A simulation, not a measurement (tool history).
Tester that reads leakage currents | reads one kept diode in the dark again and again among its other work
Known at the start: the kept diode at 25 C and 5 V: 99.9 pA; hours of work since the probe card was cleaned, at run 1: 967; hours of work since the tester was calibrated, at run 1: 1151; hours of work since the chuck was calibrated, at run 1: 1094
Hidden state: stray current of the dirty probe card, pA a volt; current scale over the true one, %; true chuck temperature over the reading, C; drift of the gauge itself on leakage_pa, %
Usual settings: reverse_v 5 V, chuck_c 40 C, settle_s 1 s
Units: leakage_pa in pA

run   hour  reverse_v  chuck_c  settle_s  hours of work since the probe card was cleaned  hours of work since the tester was calibrated  hours of work since the chuck was calibrated  leakage_pa
  1      0          5       40         1                                             967                                           1151                                          1094      301.02
  2   24.3          5       40      0.39                                             986                                           1170                                          1112      302.86
  3   46.8      15.65       40         1                                            1004                                           1187                                          1130      529.13
      53.9  -- probe card cleaned and baked
  4   89.1      15.65       40         1                                              27                                           1218                                          1160      498.83
  5  124.1      15.65       40         1                                              54                                           1245                                          1187      498.95
  6  170.5          5       40         1                                              90                                           1281                                          1223      287.12
  7  211.2          5       40         1                                             122                                           1312                                          1255      288.16
  8  233.9          5       40         1                                             139                                           1330                                          1272      286.21
     240.9  -- chuck's temperature calibrated
  9  282.5          5       40         1                                             175                                           1366                                            32      275.85
 10  330.3        3.5       21         1                                             212                                           1402                                            69       53.65
 11  370.4        3.5       21         1                                             243                                           1434                                           100       53.73
       380  -- chuck's temperature calibrated, once more
 12  414.3       5.58       21      4.97                                             275                                           1466                                            27          77
 13  452.6       1.54       40       7.9                                             305                                           1495                                            56       177.2
 14  505.6       1.54       40       7.9                                             346                                           1536                                            97      176.63
 15    544       2.32       42      0.37                                             376                                           1566                                           127      249.93
 16  572.5       3.26       39      0.45                                             398                                           1588                                           149      236.26
 17  606.7       5.67       36      7.35                                             424                                           1615                                           175       244.7
 18  645.2       5.67       36      7.35                                             454                                           1644                                           205      245.29

How the hidden state differs across the entries between the runs, from the last listed run before each to the first after it:
Between runs 3 and 4: probe card cleaned and baked (hour 53.9)
  stray current of the dirty probe card, pA a volt: 2.022 -> 0.078; current scale over the true one, %: -0.9 -> -0.92; true chuck temperature over the reading, C: -1.12 -> -1.16
  measured less the result without the state, leakage_pa: -16.28 -> -47.88 pA
Between runs 8 and 9: chuck's temperature calibrated (hour 240.9)
  stray current of the dirty probe card, pA a volt: 0.306 -> 0.378; current scale over the true one, %: -0.99 -> -1.01; true chuck temperature over the reading, C: -1.29 -> -1.9
  measured less the result without the state, leakage_pa: -29.84 -> -42.35 pA
Between runs 11 and 12: chuck's temperature calibrated, once more (hour 380)
  stray current of the dirty probe card, pA a volt: 0.536 -> 0.607; current scale over the true one, %: -1.06 -> -1.08; true chuck temperature over the reading, C: -1.98 -> -0.19
  measured less the result without the state, leakage_pa: -8.03 -> +1.25 pA
